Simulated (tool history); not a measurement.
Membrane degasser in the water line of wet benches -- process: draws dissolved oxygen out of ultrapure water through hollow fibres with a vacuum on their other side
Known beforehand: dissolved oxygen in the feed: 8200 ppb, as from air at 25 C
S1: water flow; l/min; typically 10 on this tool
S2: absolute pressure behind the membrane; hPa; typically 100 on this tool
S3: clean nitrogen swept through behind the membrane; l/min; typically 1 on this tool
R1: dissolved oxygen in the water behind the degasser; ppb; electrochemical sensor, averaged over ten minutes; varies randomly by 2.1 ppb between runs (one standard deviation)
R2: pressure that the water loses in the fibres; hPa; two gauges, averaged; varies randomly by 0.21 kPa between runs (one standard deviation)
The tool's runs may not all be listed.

run,day,S1,S2,S3,R1,R2
1,0,10,100,1,249.7,531.3
2,11.858,10,100,1.5,195.8,536
# day 19.6: seals of the vacuum lines changed
3,24.729,10,100,1.5,201.3,534.3
# day 27.492: membrane cartridge changed
# day 29.104: vacuum gauge calibrated
4,34.262,10,100,1.5,158.5,484.5
5,43.979,10,167,1,355.1,487.8
6,51.083,10,167,1,360.6,485.3
7,62.525,10,167,1,360.8,489.4
8,70.175,10,100,1,212.6,490.9
9,78.917,10,100,1.4,172.6,486.7
10,85.308,10,100,1,214.1,493.9
11,96.362,10,100,1,218.3,493.6
12,103.35,10,100,1,214.4,495.5
13,116.021,10,100,1,215.7,491.8
14,127.833,10,100,1,220.2,494
15,140.533,10,100,1,218.5,496.8
16,151.254,10,100,1,226.2,497.2
17,162.742,8,80,0.6,187.8,399.9
18,172.721,8,80,0.6,188.2,400
# day 180.55: seals of the vacuum lines changed
19,184.875,8,80,0.6,187.8,402.4
20,196.925,10,87,0.46,327.1,506.3
21,205.85,10,182,1,407.3,506.2
22,213.058,6,182,1,239.6,303.4
23,225.583,6,182,2.1,127.9,303.6
24,238.638,7,118,1,174.3,353.2
25,246.896,7,228,2.16,183.3,353.4
26,254.042,10,137,2.04,193,506.2
27,262.975,7,100,1.29,122,357.4
# day 270.921: vacuum gauge calibrated
28,274.012,14,122,1.75,300.9,713.9
29,286.242,7,108,2.56,79.7,355.6
30,291.612,10,100,0.73,280.4,509.5
31,303.354,10,133,2.23,176.8,516.9

Some steps in R1 between neighbouring runs. How much of each would the tool show without its hidden state too (settings, what came in, random variation), and how much is left for the hidden state, with any gauge scatter that isn't in both results?
The hidden state here: membrane still open, %; true pressure behind the membrane over the reading, kPa; air that leaks in behind the membrane, l/min; drift of the gauge itself on oxygen_ppb, %; drift of the gauge itself on loss_of_pressure_kpa, %.
Run 3 -> 4: membrane cartridge changed, vacuum gauge calibrated. R1 -42.8 ppb: hidden state -39, all else -3.8.
Run 4 -> 5: S2 100 -> 167, S3 1.5 -> 1. R1 +196.6 ppb: hidden state +1.2, all else +195.4.
Run 27 -> 28: S1 7 -> 14, S2 100 -> 122, S3 1.29 -> 1.75, vacuum gauge calibrated. R1 +178.9 ppb: hidden state +12.2, all else +166.7.
Run 28 -> 29: S1 14 -> 7, S2 122 -> 108, S3 1.75 -> 2.56. R1 -221.2 ppb: hidden state -17.1, all else -204.1.
Run 29 -> 30: S1 7 -> 10, S2 108 -> 100, S3 2.56 -> 0.73. R1 +200.7 ppb: hidden state +9.4, all else +191.3.
